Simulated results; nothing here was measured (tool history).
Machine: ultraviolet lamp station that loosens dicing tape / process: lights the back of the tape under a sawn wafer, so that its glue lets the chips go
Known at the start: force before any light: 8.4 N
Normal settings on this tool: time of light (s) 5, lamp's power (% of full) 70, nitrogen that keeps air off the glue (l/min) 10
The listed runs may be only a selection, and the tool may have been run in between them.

run,day,time of light (s),lamp's power (% of full),nitrogen that keeps air off the glue (l/min),force that peels the tape off (N),light that reached the tape (mJ/cm²)
1,0.000,5,70,10,0.208,469
# day 0.121: window cleaned of glue's vapour
2,0.425,5,70,10,0.218,469
3,0.833,7,70,10,0.096,646
4,1.296,7,70,10,0.096,653
5,1.975,4,70,10,0.391,375
6,2.408,4,70,10,0.410,375
7,2.825,4,66,10,0.443,353
8,3.604,4,66,10,0.464,357
9,4.067,4,66,10,0.462,354
10,4.542,4,70,10,0.384,377
11,5.075,4,70,10,0.389,379
12,5.725,5,70,10,0.215,463
13,6.379,5,70,10,0.206,467
14,7.158,5,70,10,0.212,465
15,7.883,5,70,10,0.216,468
16,8.517,5,67,10,0.236,443
17,8.954,5,67,10,0.224,450
18,9.496,5,70,10,0.201,468
19,10.088,5,70,10,0.215,467
20,10.825,5,70,10,0.210,469
21,11.583,5,70,10,0.206,467
22,12.383,9,70,10,0.075,841
23,12.883,7,70,8,0.113,661
24,13.362,9,70,4,0.126,840
25,13.833,9,70,4,0.124,833
26,14.225,9,70,4,0.119,841
27,15.033,3,70,11,0.724,277
28,15.804,3,66,3,2.158,264
29,16.271,3,66,4,1.773,264
30,17.050,2,67,16,1.380,175
31,17.792,2,67,16,1.407,179
32,18.238,2,67,16,1.424,176
33,18.825,5,70,4,0.581,467
34,19.454,2,97,4,1.791,262
35,19.975,5,78,5,0.336,519
36,20.700,5,78,5,0.333,525
37,21.200,5,78,5,0.327,522
38,21.550,5,78,5,0.331,520
39,22.225,5,78,5,0.331,516
40,22.762,3,78,16,0.408,313
41,23.538,4,94,10,0.182,503
42,24.038,4,94,10,0.161,505
43,24.692,4,94,10,0.168,497

Here are 4 independent what-if runs from the current tool condition. What would each one return?
A,25.317,7,66,10,?,?
B,25.317,5,69,10,?,?
C,25.317,6,76,10,?,?
D,25.317,7,73,14,?,?

run,force that peels the tape off (N),light that reached the tape (mJ/cm²)
A,0.112,613
B,0.216,464
C,0.117,612
D,0.076,685
Without the tool's unlogged condition, the same runs would have read:
run,force that peels the tape off (N),light that reached the tape (mJ/cm²)
A,0.112,615
B,0.215,465
C,0.117,614
D,0.076,686

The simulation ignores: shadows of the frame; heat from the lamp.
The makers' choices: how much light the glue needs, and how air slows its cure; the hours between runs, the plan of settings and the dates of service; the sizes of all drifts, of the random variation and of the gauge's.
